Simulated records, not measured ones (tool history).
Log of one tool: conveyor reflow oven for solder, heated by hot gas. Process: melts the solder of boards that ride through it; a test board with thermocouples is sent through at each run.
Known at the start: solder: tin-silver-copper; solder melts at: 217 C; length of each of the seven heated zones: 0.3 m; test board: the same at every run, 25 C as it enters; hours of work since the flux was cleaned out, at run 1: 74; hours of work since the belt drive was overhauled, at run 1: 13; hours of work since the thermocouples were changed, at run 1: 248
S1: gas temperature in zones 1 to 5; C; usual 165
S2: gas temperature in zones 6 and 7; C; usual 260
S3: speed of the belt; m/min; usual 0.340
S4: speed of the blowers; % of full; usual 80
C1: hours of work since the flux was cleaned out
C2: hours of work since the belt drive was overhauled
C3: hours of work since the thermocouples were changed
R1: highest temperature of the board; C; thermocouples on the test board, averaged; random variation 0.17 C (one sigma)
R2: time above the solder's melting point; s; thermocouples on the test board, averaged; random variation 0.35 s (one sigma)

run	day	S1	S2	S3	S4	C1	C2	C3	R1	R2
1	0.000	165	260	0.340	80	74	13	248	246.5	70.2
2	0.350	165	260	0.340	80	77	17	251	246.6	70.0
3	0.783	165	260	0.340	80	82	21	256	246.6	70.0
4	1.104	165	260	0.340	79	85	25	259	246.5	69.4
5	1.542	165	260	0.340	81	89	29	263	246.6	70.2
6	1.792	165	260	0.340	81	92	32	266	246.7	70.7
7	1.996	165	259	0.340	80	94	34	268	245.9	69.5
8	2.362	165	260	0.340	80	98	38	272	246.7	69.9
9	2.629	165	260	0.340	80	101	40	275	246.7	69.2
10	2.850	165	260	0.340	80	103	43	277	246.4	70.0
11	3.217	165	260	0.340	80	107	46	281	246.5	70.2
12	3.679	165	260	0.340	80	112	51	286	246.6	70.4
13	4.075	165	260	0.344	80	116	55	290	246.4	68.5
14	4.521	165	260	0.340	80	120	60	294	246.6	69.9
15	4.725	165	260	0.340	80	122	62	296	246.3	69.9
16	4.996	152	264	0.384	59	125	65	299	238.3	43.5
17	5.225	176	260	0.307	66	128	67	302	248.5	86.2
18	5.642	151	260	0.340	58	132	71	306	239.0	52.4
19	5.946	151	260	0.340	58	135	75	309	239.2	52.0
20	6.238	178	260	0.379	76	138	78	312	244.7	64.8
21	6.608	163	260	0.327	76	142	81	316	246.7	72.3
22	6.871	164	254	0.366	63	145	84	319	235.4	47.6
23	7.300	169	260	0.321	80	149	89	323	248.9	79.6
24	7.508	151	269	0.306	80	151	91	325	255.8	82.9
25	7.904	151	269	0.306	80	155	95	329	256.0	82.7
26	8.129	167	259	0.306	90	158	97	332	250.1	85.9
27	8.558	162	256	0.340	83	162	102	336	243.1	65.0
28	9.025	162	256	0.304	83	167	106	341	245.6	78.3
29	9.479	175	260	0.340	80	172	111	346	247.7	76.7

Run 30 comes next. What will it give?
30	9.692	175	260	0.340	80	174	113	348	?	?

R1: 247.7 C
R2: 76.4 s
Without the tool's hidden state the same run would have given R1 248.0 C, R2 77.0 s.
